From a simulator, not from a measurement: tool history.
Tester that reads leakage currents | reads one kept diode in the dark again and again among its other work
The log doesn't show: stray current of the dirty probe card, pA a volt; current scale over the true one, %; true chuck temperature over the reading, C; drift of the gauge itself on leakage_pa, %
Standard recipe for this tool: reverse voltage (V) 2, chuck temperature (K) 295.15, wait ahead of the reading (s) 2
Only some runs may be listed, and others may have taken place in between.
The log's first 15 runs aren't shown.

run,hour,reverse voltage (V),chuck temperature (K),wait ahead of the reading (s),hours of work since the probe card was cleaned,hours of work since the tester was calibrated,hours of work since the chuck was calibrated,current that the tester gives (pA)
16,2590.9,2,295.15,2,2026,1215,223,67.01
17,2758.9,2,319.15,2,2150,1339,347,593.62
18,2979.8,19.63,295.15,2,2313,1502,510,253.93
19,3160.8,19.63,295.15,2,2446,1635,643,253.92
# hour 3244.5: chuck's temperature calibrated, once more
20,3420.5,19.63,295.15,2,2636,1825,130,302.45
21,3537.8,19.63,295.15,2,2723,1912,216,302.21
22,3777.5,2,330.15,0.41,2899,2088,393,1650.88
23,3904.2,3.4,296.15,0.53,2993,2182,487,117.37
24,4146.6,3.4,296.15,0.53,3172,2361,665,116.93

Predict the results of run 25:
# hour 4166.3: tester calibrated
25,4352.3,3.4,296.15,0.53,3322,137,815,?

current that the tester gives (pA): 114.41
Take away the tool's hidden state, keep the run-to-run variation as it was, and the same run would have given current that the tester gives (pA) 117.17.
